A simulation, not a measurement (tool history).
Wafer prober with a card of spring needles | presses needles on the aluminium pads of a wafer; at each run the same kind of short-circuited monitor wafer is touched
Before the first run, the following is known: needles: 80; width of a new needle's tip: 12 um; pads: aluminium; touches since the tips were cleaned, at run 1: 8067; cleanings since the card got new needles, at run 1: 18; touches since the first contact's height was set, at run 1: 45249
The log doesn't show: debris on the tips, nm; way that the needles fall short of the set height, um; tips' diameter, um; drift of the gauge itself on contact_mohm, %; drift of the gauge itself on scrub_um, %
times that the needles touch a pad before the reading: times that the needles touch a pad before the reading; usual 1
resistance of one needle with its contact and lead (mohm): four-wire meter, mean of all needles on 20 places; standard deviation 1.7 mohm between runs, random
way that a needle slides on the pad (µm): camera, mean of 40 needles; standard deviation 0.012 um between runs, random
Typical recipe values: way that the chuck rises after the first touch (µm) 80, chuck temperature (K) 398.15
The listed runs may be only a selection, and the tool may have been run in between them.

run	hour	way that the chuck rises after the first touch (µm)	chuck temperature (K)	times that the needles touch a pad before the reading	touches since the tips were cleaned	cleanings since the card got new needles	touches since the first contact's height was set	resistance of one needle with its contact and lead (mohm)	way that a needle slides on the pad (µm)
1	0.0	80	398.15	1	8067	18	45249	213	12.02
# hour 7.4: tips cleaned on abrasive film
2	39.6	80	398.15	1	7429	19	54350	211	12.01
# hour 44.9: tips cleaned on abrasive film
# hour 86.3: tips cleaned on abrasive film
3	95.5	80	398.15	1	2107	21	67172	195	11.99
# hour 125.6: tips cleaned on abrasive film
4	143.1	80	398.15	1	4015	22	78108	205	11.99
# hour 165.8: tips cleaned on abrasive film
5	199.2	80	304.15	1	7689	23	91003	199	11.98
# hour 204.6: tips cleaned on abrasive film
6	235.3	80	304.15	1	7080	24	99307	196	11.94
# hour 245.9: tips cleaned on abrasive film
# hour 282.6: tips cleaned on abrasive film
7	308.9	80	304.15	1	6056	26	116204	192	11.92
# hour 319.6: tips cleaned on abrasive film
# hour 358.3: tips cleaned on abrasive film
8	362.9	80	304.15	1	1070	28	128604	170	11.90
# hour 384.2: height of the first contact set anew
# hour 398.7: tips cleaned on abrasive film
9	400.0	87	398.15	1	309	29	3624	183	13.10
10	433.2	87	398.15	1	7951	29	11266	211	13.15
# hour 438.5: tips cleaned on abrasive film
# hour 476.4: tips cleaned on abrasive film
11	476.4	87	398.15	1	0	31	21154	180	13.11
# hour 516.6: tips cleaned on abrasive film
# hour 554.2: tips cleaned on abrasive film
12	555.6	87	398.15	1	333	33	39355	181	13.07
# hour 591.5: tips cleaned on abrasive film
13	624.8	80	398.15	1	7671	34	55264	213	11.99
# hour 629.2: tips cleaned on abrasive film
# hour 665.5: tips cleaned on abrasive film
14	682.3	80	398.15	1	3873	36	68470	202	11.94
# hour 702.4: tips cleaned on abrasive film
# hour 741.7: tips cleaned on abrasive film
15	763.2	80	398.15	1	4956	38	87042	204	11.95
# hour 779.1: tips cleaned on abrasive film
# hour 816.2: tips cleaned on abrasive film
16	816.2	74	371.15	2	0	40	99216	176	11.00
# hour 855.9: tips cleaned on abrasive film
17	884.4	77	372.15	1	6547	41	114883	206	11.42
# hour 896.1: tips cleaned on abrasive film
# hour 934.7: tips cleaned on abrasive film
# hour 964.1: height of the first contact set anew
18	966.9	67	317.15	2	7341	43	624	184	10.12
# hour 974.3: tips cleaned on abrasive film
19	1001.0	81	382.15	2	6154	44	8470	193	12.24
# hour 1012.3: tips cleaned on abrasive film
# hour 1050.1: tips cleaned on abrasive film
20	1071.1	81	382.15	2	4841	46	24560	189	12.19
# hour 1087.6: tips cleaned on abrasive film
# hour 1126.4: tips cleaned on abrasive film
21	1133.6	81	338.15	1	1638	48	38900	177	12.17
# hour 1163.0: tips cleaned on abrasive film
22	1186.8	80	317.15	1	5460	49	51128	193	11.98
# hour 1200.8: tips cleaned on abrasive film
# hour 1239.9: tips cleaned on abrasive film
23	1247.9	97	336.15	1	1834	51	65160	179	14.56
# hour 1281.8: tips cleaned on abrasive film
24	1295.8	69	351.15	3	3217	52	76173	179	10.31
# hour 1320.2: tips cleaned on abrasive film
25	1338.2	69	351.15	3	4157	53	85919	180	10.24
# hour 1358.8: tips cleaned on abrasive film
26	1375.3	95	362.15	1	3788	54	94431	193	14.18
# hour 1395.8: tips cleaned on abrasive film
27	1410.8	63	307.15	1	3458	55	102582	191	9.33
# hour 1434.7: tips cleaned on abrasive film
28	1467.5	87	311.15	1	7558	56	115613	195	12.95
# hour 1473.8: tips cleaned on abrasive film
# hour 1515.0: tips cleaned on abrasive film
29	1517.7	72	331.15	3	625	58	127134	171	10.65
# hour 1547.6: height of the first contact set anew
# hour 1552.2: tips cleaned on abrasive film
30	1563.7	72	331.15	3	2665	59	3702	175	10.87

Table of differences, measured result less the result of that run with no hidden state. Run-to-run variation is the same in both. Gauge scatter possibly is not:
run	resistance of one needle with its contact and lead (mohm)	way that a needle slides on the pad (µm)
1	+36	-0.06
2	+34	-0.08
3	+17	-0.10
4	+24	-0.11
5	+36	-0.12
6	+35	-0.14
7	+31	-0.17
8	+10	-0.19
9	+4	-0.02
10	+33	-0.01
11	+3	-0.05
12	+4	-0.08
13	+34	-0.09
14	+26	-0.12
15	+28	-0.14
16	+2	-0.17
17	+34	-0.19
18	+22	+0.00
19	+17	-0.01
20	+15	-0.05
21	+11	-0.07
22	+28	-0.09
23	+15	-0.13
24	+8	-0.14
25	+9	-0.16
26	+21	-0.17
27	+30	-0.18
28	+31	-0.19
29	+3	-0.22
30	+7	-0.01
